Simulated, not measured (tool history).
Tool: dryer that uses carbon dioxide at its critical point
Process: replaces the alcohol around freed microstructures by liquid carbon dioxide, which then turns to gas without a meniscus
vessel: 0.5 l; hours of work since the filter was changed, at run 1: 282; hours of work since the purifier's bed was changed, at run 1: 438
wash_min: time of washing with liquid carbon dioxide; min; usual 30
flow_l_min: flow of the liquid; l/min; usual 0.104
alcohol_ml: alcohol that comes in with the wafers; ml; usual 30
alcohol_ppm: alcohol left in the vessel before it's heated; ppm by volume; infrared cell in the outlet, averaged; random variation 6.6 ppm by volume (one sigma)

run,hour,wash_min,flow_l_min,alcohol_ml,hours of work since the filter was changed,hours of work since the purifier's bed was changed,alcohol_ppm
1,0.0,30,0.104,30,282,438,489
2,26.2,30,0.104,30,295,452,495
3,41.7,30,0.104,30,304,460,502
4,60.1,30,0.104,30,313,470,528
5,84.8,30,0.124,30,326,483,252
6,113.7,30,0.104,30,342,498,567
7,147.6,30,0.104,30,359,516,560
8,168.1,30,0.104,30,370,527,580
9,184.2,30,0.104,30,379,535,595
10,215.9,34,0.104,30,395,552,358
11,245.1,36,0.104,26,411,568,269
12,274.6,37,0.176,98,426,583,104
13,306.3,37,0.176,98,443,600,96
14,336.2,42,0.104,40,459,616,225
15,367.8,42,0.104,40,475,632,223
16,395.0,42,0.104,40,490,647,219
17,425.8,42,0.104,40,506,663,235
18,445.1,42,0.104,40,516,673,238
# hour 476.0: inlet filter changed
19,477.1,42,0.104,40,1,689,168

Forecast each of these 3 alternatives for the next run:
A,506.7,30,0.064,70,16,705,?
B,506.7,22,0.065,30,16,705,?
C,506.7,42,0.067,40,16,705,?

run,alcohol_ppm
A,5746
B,5533
C,836
Without the tool's hidden state the same runs would have given:
run,alcohol_ppm
A,5499
B,5325
C,699

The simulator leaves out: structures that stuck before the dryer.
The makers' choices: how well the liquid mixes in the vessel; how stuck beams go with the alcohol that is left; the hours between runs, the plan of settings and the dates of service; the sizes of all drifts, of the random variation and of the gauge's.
